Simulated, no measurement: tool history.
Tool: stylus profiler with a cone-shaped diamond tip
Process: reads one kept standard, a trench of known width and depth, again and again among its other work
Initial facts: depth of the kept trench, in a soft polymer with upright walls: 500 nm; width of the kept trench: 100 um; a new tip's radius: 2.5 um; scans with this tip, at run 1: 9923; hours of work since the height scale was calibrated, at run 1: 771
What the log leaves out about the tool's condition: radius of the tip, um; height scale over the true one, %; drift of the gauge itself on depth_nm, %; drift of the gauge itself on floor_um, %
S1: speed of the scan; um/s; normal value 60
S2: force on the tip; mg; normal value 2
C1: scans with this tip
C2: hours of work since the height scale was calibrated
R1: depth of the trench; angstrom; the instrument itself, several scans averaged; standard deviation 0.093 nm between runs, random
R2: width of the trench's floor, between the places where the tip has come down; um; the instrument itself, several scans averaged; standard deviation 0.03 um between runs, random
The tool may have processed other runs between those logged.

run,hour,S1,S2,C1,C2,R1,R2
1,0,60,2,9923,771,5039.8,96.9
2,25,60,2,10160,790,5039.3,96.86
3,48.3,60,2,10381,807,5039.4,96.81
4,78.4,60,2,10666,829,5038.8,96.83
5,102.3,60,2,10893,847,5039.2,96.79
6,119.4,60,2,11054,859,5040.7,96.83
7,132.3,60,2.59,11177,869,5047.8,96.84
8,152.8,60,2.59,11371,884,5045.4,96.85
# hour 165.9: height scale calibrated on a step standard
9,183,60,2.59,11653,13,5047.7,96.86
10,204.5,60,2.59,11856,28,5046.5,96.86
11,218.5,60,2,11989,39,5039.9,96.77
12,244.2,60,2,12232,58,5039.3,96.85
13,264.3,60,5.96,12422,72,5082.4,96.86
14,282.7,60,5.96,12596,86,5082.9,96.88
15,306.7,60,5.96,12824,104,5084,96.86
16,322.4,32,2,12973,115,5041.7,96.88
17,335.2,117,2,13093,125,5039.9,96.68
18,348.1,117,2,13216,134,5040.2,96.68
19,365.7,117,2,13382,147,5041.4,96.69
20,395.4,117,2,13665,169,5040.2,96.68
21,407.7,117,2,13781,178,5040.2,96.69
22,432.5,117,2,14016,196,5040.3,96.69
23,457.4,18,2,14252,215,5040,96.88
# hour 469.9: new tip fitted, height scale calibrated
24,481,18,2,105,8,5038.7,96.97
25,505.3,46,0.75,335,26,5020.7,96.85
26,534.6,31,0.75,613,48,5021.2,96.89
27,548.8,31,0.75,748,58,5022.8,96.94
28,563.5,99,1.14,887,69,5027.4,96.7
29,593.2,99,1.14,1168,91,5026.3,96.65
30,620.8,99,1.14,1430,111,5028,96.65
31,649.8,99,1.14,1704,132,5027.7,96.66
32,663.9,99,1.14,1838,143,5026.8,96.69
33,678.9,94,3.95,1979,154,5062.2,96.85
34,692.8,94,3.95,2111,164,5062.6,96.83
35,705.1,21,0.78,2228,173,5020.2,96.98
36,726.5,197,4.71,2430,189,5070.7,96.68
37,754.2,197,4.71,2693,209,5070,96.69
38,782.1,197,4.71,2957,230,5070.4,96.67
39,812,197,4.71,3240,252,5072.1,96.69
40,825,70,1.34,3364,261,5029.8,96.79
41,837.3,18,2.97,3480,270,5051.5,96.9
42,851.8,18,2.97,3617,281,5051.9,96.93
43,865.8,18,2.97,3750,291,5053.2,96.96

Forecast each of these 5 alternatives for the next run:
A,894.7,172,5.18,4024,313,?,?
B,894.7,214,1.66,4024,313,?,?
C,894.7,19,3.11,4024,313,?,?
D,894.7,60,2.38,4024,313,?,?
E,894.7,77,0.74,4024,313,?,?

run,R1,R2
A,5074.1,96.7
B,5035.4,96.4
C,5053.2,96.98
D,5045.5,96.9
E,5020.6,96.7
Without the tool's hidden state the same runs would have given:
run,R1,R2
A,5074.1,96.71
B,5035.4,96.41
C,5053.2,96.99
D,5045.5,96.91
E,5020.6,96.71
